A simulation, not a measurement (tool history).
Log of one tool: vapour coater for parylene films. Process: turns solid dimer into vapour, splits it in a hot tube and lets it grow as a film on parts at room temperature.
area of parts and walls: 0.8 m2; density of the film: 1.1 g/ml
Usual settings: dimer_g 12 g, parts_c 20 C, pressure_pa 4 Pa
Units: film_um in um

{"run": 1, "hour": 0.0, "dimer_g": 12, "parts_c": 20, "pressure_pa": 4, "film_um": 9.81}
{"run": 2, "hour": 28.6, "dimer_g": 12, "parts_c": 20, "pressure_pa": 4, "film_um": 9.88}
{"run": 3, "hour": 58.3, "dimer_g": 12, "parts_c": 20, "pressure_pa": 4, "film_um": 9.81}
{"run": 4, "hour": 81.1, "dimer_g": 12, "parts_c": 20, "pressure_pa": 4, "film_um": 9.77}
{"run": 5, "hour": 122.0, "dimer_g": 7, "parts_c": 20, "pressure_pa": 4, "film_um": 5.83}
{"run": 6, "hour": 145.4, "dimer_g": 7, "parts_c": 20, "pressure_pa": 4, "film_um": 5.83}
{"run": 7, "hour": 182.1, "dimer_g": 11, "parts_c": 20, "pressure_pa": 4, "film_um": 9.09}
{"run": 8, "hour": 217.9, "dimer_g": 12, "parts_c": 20, "pressure_pa": 9.97, "film_um": 9.35}
{"run": 9, "hour": 242.3, "dimer_g": 12, "parts_c": 20, "pressure_pa": 4, "film_um": 9.9}
{"run": 10, "hour": 285.2, "dimer_g": 7, "parts_c": 20, "pressure_pa": 10.63, "film_um": 5.44}

The next listed run, before its measurement:
{"run": 11, "hour": 318.5, "dimer_g": 20, "parts_c": 30, "pressure_pa": 10.63, "film_um": "?"}

{"run 11": {"film_um": 10.78}}
Without the tool's hidden state the same run would have given film_um 10.8 um.
